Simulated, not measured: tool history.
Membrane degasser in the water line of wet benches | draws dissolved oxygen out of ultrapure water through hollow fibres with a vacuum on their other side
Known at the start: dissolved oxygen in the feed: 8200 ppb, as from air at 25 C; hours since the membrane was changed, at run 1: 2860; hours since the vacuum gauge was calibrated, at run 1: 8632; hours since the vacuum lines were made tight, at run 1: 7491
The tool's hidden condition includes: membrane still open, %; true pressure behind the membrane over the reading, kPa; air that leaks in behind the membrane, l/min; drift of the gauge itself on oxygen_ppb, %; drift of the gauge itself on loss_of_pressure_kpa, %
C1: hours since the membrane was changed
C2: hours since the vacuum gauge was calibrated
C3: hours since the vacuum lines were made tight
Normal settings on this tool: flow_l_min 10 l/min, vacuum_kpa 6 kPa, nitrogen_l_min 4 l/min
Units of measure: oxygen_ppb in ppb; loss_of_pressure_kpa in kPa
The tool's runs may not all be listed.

Run 1, day 0: usual settings; C1 2860; C2 8632; C3 7491. Result: oxygen_ppb 92.8 ppb, loss_of_pressure_kpa 50.38 kPa.
Run 2, day 1.746: usual settings; C1 2902; C2 8674; C3 7532. Result: oxygen_ppb 90.1 ppb, loss_of_pressure_kpa 50.39 kPa.
Run 3, day 4.433: usual settings; C1 2967; C2 8739; C3 7597. Result: oxygen_ppb 92.6 ppb, loss_of_pressure_kpa 50.42 kPa.
Run 4, day 7.604: usual settings but nitrogen_l_min 2.6 l/min; C1 3043; C2 8815; C3 7673. Result: oxygen_ppb 102.7 ppb, loss_of_pressure_kpa 50.34 kPa.
Run 5, day 9.742: usual settings but nitrogen_l_min 2.6 l/min; C1 3094; C2 8866; C3 7724. Result: oxygen_ppb 103.5 ppb, loss_of_pressure_kpa 50.23 kPa.
At day 11.521: vacuum gauge calibrated.
Run 6, day 12.708: usual settings but nitrogen_l_min 2.6 l/min; C1 3165; C2 29; C3 7795. Result: oxygen_ppb 99.2 ppb, loss_of_pressure_kpa 50.4 kPa.
Run 7, day 14.554: usual settings; C1 3209; C2 73; C3 7839. Result: oxygen_ppb 91.9 ppb, loss_of_pressure_kpa 50.17 kPa.
Run 8, day 16.921: usual settings; C1 3266; C2 130; C3 7896. Result: oxygen_ppb 91.6 ppb, loss_of_pressure_kpa 50.05 kPa.
Run 9, day 20.154: usual settings; C1 3344; C2 207; C3 7974. Result: oxygen_ppb 90.1 ppb, loss_of_pressure_kpa 50.35 kPa.
Run 10, day 22.908: usual settings; C1 3410; C2 273; C3 8040. Result: oxygen_ppb 91.6 ppb, loss_of_pressure_kpa 50.1 kPa.
Run 11, day 25.421: usual settings but nitrogen_l_min 11.15 l/min; C1 3470; C2 334; C3 8100. Result: oxygen_ppb 79.2 ppb, loss_of_pressure_kpa 50.18 kPa.
Run 12, day 27.446: usual settings; C1 3519; C2 382; C3 8149. Result: oxygen_ppb 90.2 ppb, loss_of_pressure_kpa 50.21 kPa.
Run 13, day 30.275: usual settings but vacuum_kpa 7.74 kPa, nitrogen_l_min 10.51 l/min; C1 3586; C2 450; C3 8217. Result: oxygen_ppb 83.8 ppb, loss_of_pressure_kpa 50.05 kPa.
Run 14, day 33.575: usual settings but flow_l_min 13 l/min, vacuum_kpa 4.42 kPa, nitrogen_l_min 10.51 l/min; C1 3666; C2 529; C3 8296. Result: oxygen_ppb 147.9 ppb, loss_of_pressure_kpa 65.56 kPa.
Run 15, day 35.875: usual settings but flow_l_min 12 l/min, vacuum_kpa 5.82 kPa, nitrogen_l_min 3.66 l/min; C1 3721; C2 585; C3 8351. Result: oxygen_ppb 139.5 ppb, loss_of_pressure_kpa 60.47 kPa.
Run 16, day 37.575: usual settings but flow_l_min 12 l/min, vacuum_kpa 5.82 kPa, nitrogen_l_min 3.66 l/min; C1 3762; C2 625; C3 8392. Result: oxygen_ppb 140.7 ppb, loss_of_pressure_kpa 60.69 kPa.
Run 17, day 40.167: usual settings but vacuum_kpa 5.07 kPa; C1 3824; C2 688; C3 8454. Result: oxygen_ppb 85 ppb, loss_of_pressure_kpa 50.6 kPa.
Run 18, day 42.454: usual settings but vacuum_kpa 7.62 kPa; C1 3879; C2 742; C3 8509. Result: oxygen_ppb 104.2 ppb, loss_of_pressure_kpa 50.69 kPa.
Run 19, day 45.292: usual settings but flow_l_min 12 l/min, vacuum_kpa 12.13 kPa, nitrogen_l_min 4.01 l/min; C1 3947; C2 811; C3 8577. Result: oxygen_ppb 187.9 ppb, loss_of_pressure_kpa 60.33 kPa.
Run 20, day 48.192: usual settings but vacuum_kpa 3.71 kPa; C1 4016; C2 880; C3 8647. Result: oxygen_ppb 77 ppb, loss_of_pressure_kpa 50.64 kPa.
Run 21, day 50.938: usual settings but vacuum_kpa 4.51 kPa, nitrogen_l_min 1.61 l/min; C1 4082; C2 946; C3 8713. Result: oxygen_ppb 95.7 ppb, loss_of_pressure_kpa 51.09 kPa.
Run 22, day 53.879: usual settings but flow_l_min 7 l/min, vacuum_kpa 4.63 kPa, nitrogen_l_min 2.4 l/min; C1 4153; C2 1017; C3 8783. Result: oxygen_ppb 36.9 ppb, loss_of_pressure_kpa 35.24 kPa.
Run 23, day 56.346: usual settings but flow_l_min 7 l/min, vacuum_kpa 4.63 kPa, nitrogen_l_min 2.4 l/min; C1 4212; C2 1076; C3 8842. Result: oxygen_ppb 37 ppb, loss_of_pressure_kpa 35.23 kPa.

Hidden state at the last listed run before each entry between runs and at the first one after, where it differs:
Run 5 -> run 6: vacuum gauge calibrated (day 11.521)
  true pressure behind the membrane over the reading, kPa: 0.33 -> 0.03; air that leaks in behind the membrane, l/min: 0.0292 -> 0.0295
  what was measured, less what the result would be without the hidden state, oxygen_ppb: +10.3 -> +7.3 ppb; loss_of_pressure_kpa: +0.75 -> +0.77 kPa
